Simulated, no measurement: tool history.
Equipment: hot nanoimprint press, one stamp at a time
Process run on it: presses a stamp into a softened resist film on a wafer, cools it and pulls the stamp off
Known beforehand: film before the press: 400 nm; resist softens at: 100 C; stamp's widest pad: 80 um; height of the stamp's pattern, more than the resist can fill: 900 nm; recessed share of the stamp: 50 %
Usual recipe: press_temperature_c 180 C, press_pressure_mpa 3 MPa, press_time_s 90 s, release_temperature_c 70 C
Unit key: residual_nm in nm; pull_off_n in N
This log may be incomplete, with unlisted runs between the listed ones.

run 1 hour=0 | press_temperature_c=180 press_pressure_mpa=3 press_time_s=90 release_temperature_c=70 | residual_nm=237.9 pull_off_n=191
run 2 hour=17.6 | press_temperature_c=180 press_pressure_mpa=3 press_time_s=90 release_temperature_c=70 | residual_nm=237.9 pull_off_n=190
run 3 hour=27.4 | press_temperature_c=184 press_pressure_mpa=3 press_time_s=90 release_temperature_c=70 | residual_nm=211.9 pull_off_n=185
run 4 hour=42.5 | press_temperature_c=184 press_pressure_mpa=3 press_time_s=148 release_temperature_c=70 | residual_nm=174.5 pull_off_n=183
run 5 hour=53.9 | press_temperature_c=184 press_pressure_mpa=3 press_time_s=148 release_temperature_c=70 | residual_nm=175 pull_off_n=190
run 6 hour=67.7 | press_temperature_c=184 press_pressure_mpa=3 press_time_s=148 release_temperature_c=70 | residual_nm=174.8 pull_off_n=183
run 7 hour=82.9 | press_temperature_c=184 press_pressure_mpa=3 press_time_s=148 release_temperature_c=70 | residual_nm=176.7 pull_off_n=189
run 8 hour=91.6 | press_temperature_c=184 press_pressure_mpa=3 press_time_s=148 release_temperature_c=70 | residual_nm=178.3 pull_off_n=192
run 9 hour=109.4 | press_temperature_c=184 press_pressure_mpa=3 press_time_s=148 release_temperature_c=70 | residual_nm=176.5 pull_off_n=200
run 10 hour=117.2 | press_temperature_c=180 press_pressure_mpa=2.94 press_time_s=90 release_temperature_c=70 | residual_nm=243.8 pull_off_n=194
run 11 hour=132.5 | press_temperature_c=180 press_pressure_mpa=3.56 press_time_s=90 release_temperature_c=70 | residual_nm=224.5 pull_off_n=186
run 12 hour=146.8 | press_temperature_c=180 press_pressure_mpa=3 press_time_s=90 release_temperature_c=70 | residual_nm=237.7 pull_off_n=202
run 13 hour=157.1 | press_temperature_c=180 press_pressure_mpa=3 press_time_s=90 release_temperature_c=70 | residual_nm=242.8 pull_off_n=199
-- hour=161.7 plate thermocouple calibrated
run 14 hour=174 | press_temperature_c=180 press_pressure_mpa=3 press_time_s=90 release_temperature_c=70 | residual_nm=242.3 pull_off_n=201
-- hour=188.4 stamp cleaned and given a new release coat
run 15 hour=193.1 | press_temperature_c=180 press_pressure_mpa=3 press_time_s=63 release_temperature_c=70 | residual_nm=270.3 pull_off_n=165
run 16 hour=207.3 | press_temperature_c=180 press_pressure_mpa=3 press_time_s=63 release_temperature_c=70 | residual_nm=270.2 pull_off_n=168
run 17 hour=218.6 | press_temperature_c=180 press_pressure_mpa=3 press_time_s=63 release_temperature_c=70 | residual_nm=269.7 pull_off_n=172
run 18 hour=232.9 | press_temperature_c=180 press_pressure_mpa=3 press_time_s=71 release_temperature_c=65 | residual_nm=261 pull_off_n=182
run 19 hour=242.7 | press_temperature_c=191 press_pressure_mpa=2.09 press_time_s=57 release_temperature_c=76 | residual_nm=233.9 pull_off_n=158
run 20 hour=253.6 | press_temperature_c=182 press_pressure_mpa=2.05 press_time_s=90 release_temperature_c=70 | residual_nm=261 pull_off_n=173
-- hour=258.3 plate thermocouple calibrated, once more
run 21 hour=271.4 | press_temperature_c=180 press_pressure_mpa=3.34 press_time_s=76 release_temperature_c=76 | residual_nm=241.5 pull_off_n=164
run 22 hour=288.7 | press_temperature_c=180 press_pressure_mpa=3.13 press_time_s=56 release_temperature_c=59 | residual_nm=269.8 pull_off_n=200
run 23 hour=297.9 | press_temperature_c=180 press_pressure_mpa=3.13 press_time_s=56 release_temperature_c=59 | residual_nm=267.2 pull_off_n=202
run 24 hour=306.8 | press_temperature_c=187 press_pressure_mpa=3.13 press_time_s=45 release_temperature_c=59 | residual_nm=240.2 pull_off_n=204
run 25 hour=323.6 | press_temperature_c=180 press_pressure_mpa=3 press_time_s=90 release_temperature_c=68 | residual_nm=238.1 pull_off_n=185
run 26 hour=340.6 | press_temperature_c=180 press_pressure_mpa=3.31 press_time_s=82 release_temperature_c=73 | residual_nm=239.6 pull_off_n=167
run 27 hour=356 | press_temperature_c=180 press_pressure_mpa=3 press_time_s=55 release_temperature_c=71 | residual_nm=276.5 pull_off_n=171
run 28 hour=364.3 | press_temperature_c=173 press_pressure_mpa=3.84 press_time_s=90 release_temperature_c=74 | residual_nm=267.5 pull_off_n=174
run 29 hour=381.5 | press_temperature_c=173 press_pressure_mpa=3.84 press_time_s=90 release_temperature_c=74 | residual_nm=270.7 pull_off_n=171

Below, each run's measurement less what the same run would have read without the hidden state. Both values contain the same run-to-run variation, but the gauge's scatter may not be the same in both:
The hidden state here: true temperature over the reading, C; pressure that arrives at the usual setting, %; grip of the stamp's worn release coat, % over a new coat's; drift of the gauge itself on residual_nm, %; drift of the gauge itself on pull_off_n, %.
run=1 residual_nm=+1.3 pull_off_n=+16
run=2 residual_nm=+1.6 pull_off_n=+17
run=3 residual_nm=+1.8 pull_off_n=+18
run=4 residual_nm=+1.9 pull_off_n=+18
run=5 residual_nm=+2.1 pull_off_n=+20
run=6 residual_nm=+2.3 pull_off_n=+20
run=7 residual_nm=+2.6 pull_off_n=+22
run=8 residual_nm=+2.7 pull_off_n=+22
run=9 residual_nm=+3 pull_off_n=+24
run=10 residual_nm=+3.6 pull_off_n=+25
run=11 residual_nm=+4.1 pull_off_n=+24
run=12 residual_nm=+4.1 pull_off_n=+27
run=13 residual_nm=+4.4 pull_off_n=+27
run=14 residual_nm=+4.9 pull_off_n=+29
run=15 residual_nm=+5 pull_off_n=+1
run=16 residual_nm=+5.2 pull_off_n=+3
run=17 residual_nm=+5.4 pull_off_n=+3
run=18 residual_nm=+5.8 pull_off_n=+5
run=19 residual_nm=+5 pull_off_n=+5
run=20 residual_nm=+5.5 pull_off_n=+6
run=21 residual_nm=+1.5 pull_off_n=+5
run=22 residual_nm=+1.6 pull_off_n=+8
run=23 residual_nm=+1.8 pull_off_n=+8
run=24 residual_nm=+2 pull_off_n=+9
run=25 residual_nm=+2.2 pull_off_n=+10
run=26 residual_nm=+2.8 pull_off_n=+9
run=27 residual_nm=+2.7 pull_off_n=+11
run=28 residual_nm=+3.6 pull_off_n=+12
run=29 residual_nm=+4 pull_off_n=+13
